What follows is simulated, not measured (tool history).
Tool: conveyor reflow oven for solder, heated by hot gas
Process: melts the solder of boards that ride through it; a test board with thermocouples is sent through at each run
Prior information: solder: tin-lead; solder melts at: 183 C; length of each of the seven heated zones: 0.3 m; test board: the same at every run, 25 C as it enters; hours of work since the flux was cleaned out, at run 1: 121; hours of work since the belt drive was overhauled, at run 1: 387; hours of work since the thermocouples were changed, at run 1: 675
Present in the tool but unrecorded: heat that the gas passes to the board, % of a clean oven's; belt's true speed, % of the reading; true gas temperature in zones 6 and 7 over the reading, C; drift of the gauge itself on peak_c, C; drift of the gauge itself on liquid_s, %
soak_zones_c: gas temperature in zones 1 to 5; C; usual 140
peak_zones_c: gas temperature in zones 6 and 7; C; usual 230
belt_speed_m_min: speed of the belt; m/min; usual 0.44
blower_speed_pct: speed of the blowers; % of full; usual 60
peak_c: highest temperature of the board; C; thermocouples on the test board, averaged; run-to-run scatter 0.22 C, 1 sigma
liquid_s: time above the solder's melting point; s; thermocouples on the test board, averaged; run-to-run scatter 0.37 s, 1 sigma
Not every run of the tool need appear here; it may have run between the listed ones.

run,day,soak_zones_c,peak_zones_c,belt_speed_m_min,blower_speed_pct,hours of work since the flux was cleaned out,hours of work since the belt drive was overhauled,hours of work since the thermocouples were changed,peak_c,liquid_s
1,0,140,230,0.44,60,121,387,675,216.9,62
2,0.958,140,236,0.44,60,137,403,691,222.5,66.4
3,2.208,140,236,0.44,60,159,424,712,222.1,66.7
4,3.471,135,230,0.44,60,180,446,734,216.3,60
5,5.042,147,230,0.44,60,207,473,761,218.1,66.4
6,6.842,147,230,0.44,60,238,504,792,217.8,66.8
7,7.788,147,230,0.44,60,254,520,808,217.7,66.3
# day 8.371: flux residue cleaned out of gas plates and filters
8,9,140,230,0.44,89,11,538,825,222.3,68
9,9.808,140,230,0.44,89,25,551,839,222.3,68.1
10,11.467,140,230,0.44,89,53,580,868,222.4,68.3
11,12.738,140,230,0.44,89,75,602,890,222.2,68.2
12,13.958,140,230,0.44,60,96,623,911,216.9,62.3
13,14.767,140,230,0.419,60,110,636,924,218.2,66.8
14,15.771,140,230,0.419,60,127,654,942,218.3,67.4
15,17.425,140,230,0.419,60,155,682,970,218.3,67.8
16,18.4,151,235,0.527,63,172,699,987,218.8,56.6
17,20.096,154,228,0.425,74,201,728,1016,220.3,74.8
18,20.854,154,228,0.425,74,214,741,1029,220.6,74.6
19,22.646,149,235,0.391,74,245,772,1060,228.1,83.5
# day 23.846: flux residue cleaned out of gas plates and filters
20,24.008,135,220,0.484,60,3,791,1079,204.4,43.2
21,25.825,135,220,0.484,60,34,823,1111,204.5,43.6
22,26.825,140,231,0.394,76,51,840,1128,223.3,77.6

The next listed run, before its measurement:
23,28.283,140,230,0.44,82,76,865,1153,?,?

peak_c: 220.9 C
liquid_s: 66.6 s
Take away the tool's hidden state, keep the run-to-run variation as it was, and the same run would have given peak_c 220.9 C, liquid_s 66.5 s.
